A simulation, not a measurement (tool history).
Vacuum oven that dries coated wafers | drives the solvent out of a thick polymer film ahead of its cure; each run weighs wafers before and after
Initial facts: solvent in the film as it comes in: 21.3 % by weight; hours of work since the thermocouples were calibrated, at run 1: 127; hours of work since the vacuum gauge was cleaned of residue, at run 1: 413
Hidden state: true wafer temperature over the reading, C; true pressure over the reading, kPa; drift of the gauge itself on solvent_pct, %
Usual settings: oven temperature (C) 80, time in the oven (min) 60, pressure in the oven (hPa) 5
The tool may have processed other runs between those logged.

run,day,oven temperature (C),time in the oven (min),pressure in the oven (hPa),hours of work since the thermocouples were calibrated,hours of work since the vacuum gauge was cleaned of residue,solvent left in the film (%)
1,0,80,60,5,127,413,2.97
2,2.612,80,60,17.05,154,440,3.87
3,3.962,80,97,5,167,453,1.17
4,5.067,93,97,5,179,465,0.26
5,6.771,93,97,5,196,482,0.23
6,7.967,93,97,5,208,494,0.23
7,9.975,93,97,5,228,514,0.28
8,11.179,93,97,5,241,527,0.25
9,12.567,88,97,5,255,541,0.41
10,15.021,88,97,5,279,566,0.34
11,17.367,88,103,5,303,589,0.34
12,19.458,88,103,5,324,611,0.35
13,21.954,88,103,5,350,636,0.31
14,23.312,80,38,5,364,650,5.55
15,25.479,80,38,5,386,672,5.51
16,26.712,80,38,5,398,684,5.45
17,28.354,80,60,5,415,701,2.99
18,29.525,80,60,5,427,713,3.02
19,30.925,80,59,5,441,727,3.02
20,32.771,80,60,5,460,746,2.93
21,34.812,80,60,3.04,480,766,2.89
22,37.071,80,60,3.04,503,789,2.83
23,38.912,80,60,5,522,808,2.97
24,41.108,80,60,5,544,830,3
25,42.779,80,60,5,561,847,3.02
26,45.262,69,60,2.53,586,872,7.58
27,47.671,69,60,2.53,611,897,7.53
28,50.129,93,97,2.53,636,922,0.21
29,52.171,87,64,3.5,656,942,0.86
30,54.283,87,64,3.5,678,964,0.9
31,56.362,74,35,7.81,699,985,9.01
32,57.479,82,63,5,710,996,2.12
33,59.638,83,32,5,732,1018,5.21
34,61.333,83,32,5,749,1035,5.2
35,62.771,76,66,9.6,764,1050,4.36
36,64.538,76,66,9.6,782,1068,4.32
37,66.588,80,60,14.5,803,1089,3.68
38,67.654,80,60,14.5,813,1100,3.68
39,69.929,80,60,14.5,836,1123,3.71
40,71.85,75,54,5.8,856,1142,5.73
41,72.992,74,39,5.74,868,1154,8.1
42,74.525,84,65,5.74,883,1169,1.52
43,75.7,87,34,4.41,895,1181,3.36
44,76.767,86,48,13.13,906,1192,2.49
45,79.012,80,31,16.57,929,1215,7.52
46,81.267,80,31,16.57,951,1238,7.34
47,83.742,68,44,4.46,977,1263,10

Below are 4 alternative next runs, each starting from the tool's condition after run 47. Predict each:
A,85.233,92,71,5,992,1278,?
B,85.233,80,60,10.5,992,1278,?
C,85.233,68,40,4.46,992,1278,?
D,85.233,68,64,8.22,992,1278,?

run,solvent left in the film (%)
A,0.36
B,3.33
C,10.42
D,8.15
Without the tool's unlogged condition, the same runs would have read:
run,solvent left in the film (%)
A,0.36
B,3.34
C,10.43
D,8.16

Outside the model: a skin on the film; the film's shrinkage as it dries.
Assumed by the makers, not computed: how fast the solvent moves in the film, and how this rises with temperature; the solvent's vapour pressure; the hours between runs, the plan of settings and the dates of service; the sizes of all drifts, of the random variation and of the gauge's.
